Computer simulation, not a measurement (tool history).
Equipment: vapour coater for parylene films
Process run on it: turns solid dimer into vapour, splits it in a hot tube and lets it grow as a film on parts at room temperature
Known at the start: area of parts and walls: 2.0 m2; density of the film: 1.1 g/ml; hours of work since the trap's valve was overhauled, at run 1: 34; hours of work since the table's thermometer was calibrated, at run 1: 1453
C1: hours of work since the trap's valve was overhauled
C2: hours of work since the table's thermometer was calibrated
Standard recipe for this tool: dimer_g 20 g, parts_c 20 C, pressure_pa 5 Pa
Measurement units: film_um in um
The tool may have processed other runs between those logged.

run 1 hour=0 | dimer_g=20 parts_c=20 pressure_pa=5 | C1=34 C2=1453 | film_um=5.78
run 2 hour=54.5 | dimer_g=20 parts_c=27 pressure_pa=5 | C1=79 C2=1498 | film_um=4.44
run 3 hour=80.1 | dimer_g=20 parts_c=20 pressure_pa=2.2 | C1=101 C2=1520 | film_um=6.2
run 4 hour=105.7 | dimer_g=12 parts_c=20 pressure_pa=2.2 | C1=122 C2=1541 | film_um=3.73
run 5 hour=157.1 | dimer_g=8 parts_c=20 pressure_pa=5 | C1=165 C2=1584 | film_um=2.36
-- hour=202.8 table's thermometer calibrated
run 6 hour=202.8 | dimer_g=8 parts_c=20 pressure_pa=5 | C1=202 C2=0 | film_um=2.31
run 7 hour=248.4 | dimer_g=8 parts_c=20 pressure_pa=5 | C1=240 C2=38 | film_um=2.38
run 8 hour=279.9 | dimer_g=11 parts_c=20 pressure_pa=3.06 | C1=267 C2=64 | film_um=3.33
run 9 hour=317.3 | dimer_g=18 parts_c=15 pressure_pa=5.02 | C1=298 C2=96 | film_um=6.34
run 10 hour=359.7 | dimer_g=29 parts_c=27 pressure_pa=9.47 | C1=333 C2=131 | film_um=6.18
run 11 hour=408 | dimer_g=29 parts_c=17 pressure_pa=9.47 | C1=374 C2=171 | film_um=9.08
run 12 hour=443.1 | dimer_g=29 parts_c=17 pressure_pa=9.47 | C1=403 C2=201 | film_um=9.09
run 13 hour=496.8 | dimer_g=35 parts_c=24 pressure_pa=5 | C1=448 C2=245 | film_um=8.76
run 14 hour=550.8 | dimer_g=17 parts_c=19 pressure_pa=3.57 | C1=493 C2=291 | film_um=5.32

What if the next run were any one of these 4? Each begins from the tool's condition after run 14:
run A hour=578 | dimer_g=20 parts_c=29 pressure_pa=5 | C1=515 C2=313 | film_um=?
run B hour=578 | dimer_g=30 parts_c=29 pressure_pa=10.41 | C1=515 C2=313 | film_um=?
run C hour=578 | dimer_g=20 parts_c=14 pressure_pa=10.26 | C1=515 C2=313 | film_um=?
run D hour=578 | dimer_g=20 parts_c=29 pressure_pa=2.2 | C1=515 C2=313 | film_um=?

run=A film_um=3.99
run=B film_um=5.82
run=C film_um=6.93
run=D film_um=4.24
With no hidden state in the tool, these same runs would have given:
run=A film_um=4.01
run=B film_um=5.85
run=C film_um=6.96
run=D film_um=4.26
